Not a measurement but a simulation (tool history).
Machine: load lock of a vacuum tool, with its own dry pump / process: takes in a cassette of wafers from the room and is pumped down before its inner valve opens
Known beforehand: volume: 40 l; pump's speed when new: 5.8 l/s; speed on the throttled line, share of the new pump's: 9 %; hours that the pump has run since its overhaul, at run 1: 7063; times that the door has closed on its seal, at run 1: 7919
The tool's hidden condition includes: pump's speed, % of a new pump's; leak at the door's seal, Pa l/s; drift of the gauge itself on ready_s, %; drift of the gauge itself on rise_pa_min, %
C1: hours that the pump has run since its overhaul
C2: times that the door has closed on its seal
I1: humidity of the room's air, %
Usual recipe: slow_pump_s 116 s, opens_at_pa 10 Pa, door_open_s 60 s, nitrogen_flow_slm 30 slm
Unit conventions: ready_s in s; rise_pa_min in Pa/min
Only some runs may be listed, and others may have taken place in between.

Run 1, day 0.000: usual settings; C1 7063; C2 7919; I1 47.2. Result: ready_s 173.7 s, rise_pa_min 0.122 Pa/min.
Run 2, day 9.821: usual settings but door_open_s 87 s; C1 7298; C2 8245; I1 47.2. Result: ready_s 173.8 s, rise_pa_min 0.130 Pa/min.
Run 3, day 16.108: usual settings but door_open_s 87 s; C1 7449; C2 8453; I1 45.8. Result: ready_s 174.0 s, rise_pa_min 0.131 Pa/min.
Run 4, day 23.550: usual settings but door_open_s 87 s; C1 7628; C2 8700; I1 46.6. Result: ready_s 173.2 s, rise_pa_min 0.137 Pa/min.
Run 5, day 32.412: usual settings but opens_at_pa 19 Pa; C1 7840; C2 8993; I1 42.8. Result: ready_s 167.9 s, rise_pa_min 0.137 Pa/min.
Run 6, day 41.242: usual settings but opens_at_pa 19 Pa; C1 8052; C2 9286; I1 47.5. Result: ready_s 168.8 s, rise_pa_min 0.147 Pa/min.
Run 7, day 48.962: usual settings but opens_at_pa 19 Pa; C1 8238; C2 9542; I1 45.2. Result: ready_s 168.9 s, rise_pa_min 0.151 Pa/min.
Run 8, day 54.942: usual settings but opens_at_pa 19 Pa; C1 8381; C2 9740; I1 49.1. Result: ready_s 169.4 s, rise_pa_min 0.147 Pa/min.
Run 9, day 60.892: usual settings but opens_at_pa 19 Pa; C1 8524; C2 9937; I1 43.0. Result: ready_s 168.9 s, rise_pa_min 0.163 Pa/min.
Run 10, day 70.712: usual settings; C1 8760; C2 10263; I1 40.3. Result: ready_s 174.5 s, rise_pa_min 0.165 Pa/min.
Run 11, day 79.879: usual settings; C1 8980; C2 10567; I1 41.7. Result: ready_s 175.4 s, rise_pa_min 0.173 Pa/min.
Run 12, day 86.000: usual settings; C1 9127; C2 10769; I1 46.9. Result: ready_s 175.4 s, rise_pa_min 0.179 Pa/min.
Run 13, day 92.325: usual settings; C1 9278; C2 10979; I1 45.9. Result: ready_s 174.7 s, rise_pa_min 0.175 Pa/min.
At day 95.992: dry pump taken out, an overhauled one fitted.
Run 14, day 100.842: usual settings but slow_pump_s 216 s; C1 116; C2 11253; I1 40.8. Result: ready_s 259.1 s, rise_pa_min 0.179 Pa/min.
Run 15, day 109.354: usual settings but slow_pump_s 216 s; C1 321; C2 11535; I1 46.6. Result: ready_s 260.6 s, rise_pa_min 0.192 Pa/min.
Run 16, day 115.529: usual settings but slow_pump_s 216 s; C1 469; C2 11740; I1 43.5. Result: ready_s 260.0 s, rise_pa_min 0.199 Pa/min.
Run 17, day 125.871: usual settings but slow_pump_s 216 s; C1 717; C2 12082; I1 41.4. Result: ready_s 258.8 s, rise_pa_min 0.203 Pa/min.
Run 18, day 134.529: usual settings; C1 925; C2 12369; I1 47.3. Result: ready_s 169.5 s, rise_pa_min 0.215 Pa/min.
Run 19, day 138.779: usual settings; C1 1027; C2 12510; I1 44.0. Result: ready_s 168.9 s, rise_pa_min 0.218 Pa/min.
Run 20, day 146.217: usual settings but slow_pump_s 182 s, opens_at_pa 18 Pa, door_open_s 48 s, nitrogen_flow_slm 18 slm; C1 1205; C2 12757; I1 45.7. Result: ready_s 225.6 s, rise_pa_min 0.231 Pa/min.
Run 21, day 154.279: usual settings but slow_pump_s 182 s, opens_at_pa 18 Pa, door_open_s 48 s, nitrogen_flow_slm 18 slm; C1 1399; C2 13024; I1 44.4. Result: ready_s 225.6 s, rise_pa_min 0.239 Pa/min.
Run 22, day 164.483: usual settings but slow_pump_s 182 s, opens_at_pa 18 Pa, door_open_s 48 s, nitrogen_flow_slm 18 slm; C1 1644; C2 13362; I1 47.1. Result: ready_s 224.7 s, rise_pa_min 0.238 Pa/min.
Run 23, day 170.329: usual settings but slow_pump_s 182 s, opens_at_pa 18 Pa, door_open_s 48 s, nitrogen_flow_slm 18 slm; C1 1784; C2 13556; I1 46.0. Result: ready_s 225.7 s, rise_pa_min 0.247 Pa/min.
Run 24, day 178.700: usual settings but slow_pump_s 182 s, opens_at_pa 18 Pa, door_open_s 48 s, nitrogen_flow_slm 7 slm; C1 1985; C2 13833; I1 44.9. Result: ready_s 225.0 s, rise_pa_min 0.261 Pa/min.
Run 25, day 187.471: usual settings but slow_pump_s 182 s, opens_at_pa 18 Pa, door_open_s 48 s, nitrogen_flow_slm 7 slm; C1 2195; C2 14124; I1 48.0. Result: ready_s 227.1 s, rise_pa_min 0.268 Pa/min.
Run 26, day 197.150: usual settings but door_open_s 191 s; C1 2428; C2 14445; I1 49.3. Result: ready_s 170.1 s, rise_pa_min 0.276 Pa/min.
Run 27, day 206.908: usual settings but door_open_s 191 s; C1 2662; C2 14768; I1 45.7. Result: ready_s 170.5 s, rise_pa_min 0.274 Pa/min.
Run 28, day 211.854: usual settings but door_open_s 191 s; C1 2781; C2 14932; I1 42.6. Result: ready_s 169.7 s, rise_pa_min 0.282 Pa/min.
Run 29, day 221.625: usual settings but door_open_s 191 s; C1 3015; C2 15256; I1 45.1. Result: ready_s 171.4 s, rise_pa_min 0.288 Pa/min.
Run 30, day 231.946: usual settings but opens_at_pa 11 Pa, door_open_s 129 s; C1 3263; C2 15598; I1 44.8. Result: ready_s 170.2 s, rise_pa_min 0.302 Pa/min.
Run 31, day 238.833: usual settings but opens_at_pa 19 Pa, door_open_s 194 s, nitrogen_flow_slm 5 slm; C1 3428; C2 15826; I1 44.6. Result: ready_s 166.7 s, rise_pa_min 0.324 Pa/min.
Run 32, day 243.412: usual settings but opens_at_pa 19 Pa, door_open_s 194 s, nitrogen_flow_slm 5 slm; C1 3538; C2 15978; I1 45.9. Result: ready_s 165.9 s, rise_pa_min 0.330 Pa/min.
Run 33, day 249.733: usual settings but opens_at_pa 19 Pa, door_open_s 194 s, nitrogen_flow_slm 5 slm; C1 3690; C2 16187; I1 47.1. Result: ready_s 167.5 s, rise_pa_min 0.337 Pa/min.
Run 34, day 255.096: usual settings but door_open_s 232 s, nitrogen_flow_slm 25 slm; C1 3819; C2 16365; I1 46.1. Result: ready_s 170.6 s, rise_pa_min 0.328 Pa/min.
Run 35, day 262.021: usual settings but door_open_s 232 s, nitrogen_flow_slm 25 slm; C1 3985; C2 16595; I1 41.3. Result: ready_s 170.9 s, rise_pa_min 0.330 Pa/min.
Run 36, day 269.704: usual settings but opens_at_pa 8 Pa, door_open_s 232 s, nitrogen_flow_slm 25 slm; C1 4169; C2 16849; I1 43.5. Result: ready_s 173.6 s, rise_pa_min 0.334 Pa/min.

4 ways to go on from here, each from the tool as it stands after run 36. What would each give?
Run A, day 279.054: usual settings but slow_pump_s 77 s, opens_at_pa 15 Pa; C1 4394; C2 17159; I1 45.7. Result: ready_s ?, rise_pa_min ?.
Run B, day 279.054: usual settings but opens_at_pa 13 Pa, door_open_s 232 s, nitrogen_flow_slm 9 slm; C1 4394; C2 17159; I1 44.0. Result: ready_s ?, rise_pa_min ?.
Run C, day 279.054: usual settings but slow_pump_s 121 s, opens_at_pa 9 Pa, door_open_s 95 s; C1 4394; C2 17159; I1 43.9. Result: ready_s ?, rise_pa_min ?.
Run D, day 279.054: usual settings but slow_pump_s 126 s, opens_at_pa 8 Pa, door_open_s 232 s, nitrogen_flow_slm 18 slm; C1 4394; C2 17159; I1 40.9. Result: ready_s ?, rise_pa_min ?.

run  ready_s  rise_pa_min
  A    133.0        0.332
  B    169.2        0.359
  C    177.5        0.340
  D    182.5        0.338
With no hidden state in the tool, these same runs would have given:
run  ready_s  rise_pa_min
  A    130.3        0.014
  B    166.6        0.040
  C    174.6        0.018
  D    179.6        0.020
